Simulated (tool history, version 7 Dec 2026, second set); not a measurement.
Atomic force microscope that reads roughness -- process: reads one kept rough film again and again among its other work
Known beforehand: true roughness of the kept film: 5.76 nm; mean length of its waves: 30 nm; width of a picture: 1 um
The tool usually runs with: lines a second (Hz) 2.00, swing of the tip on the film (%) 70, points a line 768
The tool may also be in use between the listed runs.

| run | hour | lines a second (Hz) | swing of the tip on the film (%) | points a line | roughness of the kept film (nm (root mean square)) |
|---|---|---|---|---|---|
| 1 | 0.0 | 2.00 | 70 | 768 | 3.460 |
| 2 | 10.1 | 2.00 | 70 | 768 | 3.164 |
| 3 | 20.5 | 2.00 | 70 | 768 | 2.940 |
|  | 21.6 | new tip fitted |
| 4 | 29.5 | 2.00 | 70 | 768 | 4.160 |
| 5 | 38.4 | 2.00 | 70 | 768 | 3.881 |
| 6 | 44.9 | 1.48 | 70 | 768 | 3.690 |
| 7 | 50.4 | 1.48 | 70 | 768 | 3.553 |
| 8 | 62.3 | 2.00 | 70 | 768 | 3.191 |
|  | 71.6 | new tip fitted |
| 9 | 73.8 | 2.00 | 70 | 768 | 4.329 |
| 10 | 81.0 | 2.00 | 70 | 768 | 4.074 |
| 11 | 90.1 | 0.86 | 70 | 768 | 3.907 |
| 12 | 98.6 | 0.86 | 70 | 768 | 3.625 |
| 13 | 104.2 | 2.00 | 70 | 768 | 3.347 |
| 14 | 111.8 | 1.47 | 70 | 768 | 3.235 |
|  | 121.5 | new tip fitted |
| 15 | 121.6 | 2.00 | 70 | 623 | 4.491 |
|  | 123.3 | height scale calibrated on a step standard |
| 16 | 128.0 | 2.00 | 70 | 623 | 4.215 |
| 17 | 133.8 | 2.00 | 70 | 336 | 3.963 |
| 18 | 143.5 | 2.00 | 70 | 336 | 3.650 |
| 19 | 149.2 | 2.00 | 70 | 336 | 3.485 |
|  | 154.3 | height scale calibrated on a step standard, once more |
| 20 | 156.1 | 2.92 | 70 | 768 | 3.252 |
| 21 | 165.0 | 2.92 | 70 | 768 | 3.084 |
|  | 173.5 | new tip fitted |
| 22 | 175.6 | 2.92 | 65 | 799 | 4.326 |
| 23 | 182.2 | 2.80 | 79 | 768 | 3.758 |
| 24 | 192.1 | 0.55 | 66 | 649 | 4.034 |
| 25 | 201.5 | 2.00 | 70 | 339 | 3.524 |
| 26 | 209.7 | 1.78 | 70 | 378 | 3.325 |
| 27 | 214.5 | 0.67 | 61 | 399 | 3.383 |
|  | 224.1 | new tip fitted |
| 28 | 226.0 | 1.98 | 86 | 358 | 4.022 |
| 29 | 237.8 | 0.77 | 63 | 390 | 4.174 |
| 30 | 243.0 | 0.77 | 63 | 390 | 3.980 |
| 31 | 248.4 | 2.84 | 81 | 390 | 3.262 |
| 32 | 254.7 | 2.00 | 57 | 768 | 3.620 |
| 33 | 265.4 | 2.00 | 70 | 526 | 3.195 |
|  | 274.8 | new tip fitted |
| 34 | 275.7 | 2.00 | 57 | 768 | 4.599 |
| 35 | 281.1 | 1.59 | 70 | 603 | 4.321 |
| 36 | 286.7 | 0.85 | 77 | 263 | 4.080 |

Here are 5 independent what-if runs from the current tool condition. What would each one return?
| A | 292.6 | 1.87 | 77 | 826 | ? |
| B | 292.6 | 2.00 | 57 | 768 | ? |
| C | 292.6 | 2.00 | 68 | 289 | ? |
| D | 292.6 | 0.83 | 55 | 775 | ? |
| E | 292.6 | 1.01 | 72 | 516 | ? |

| run | roughness of the kept film (nm (root mean square)) |
|---|---|
| A | 3.733 |
| B | 3.982 |
| C | 3.805 |
| D | 4.092 |
| E | 3.917 |
Take away the tool's hidden state, keep each run's random variation, and the runs would have read:
| run | roughness of the kept film (nm (root mean square)) |
|---|---|
| A | 4.435 |
| B | 4.731 |
| C | 4.521 |
| D | 4.861 |
| E | 4.655 |
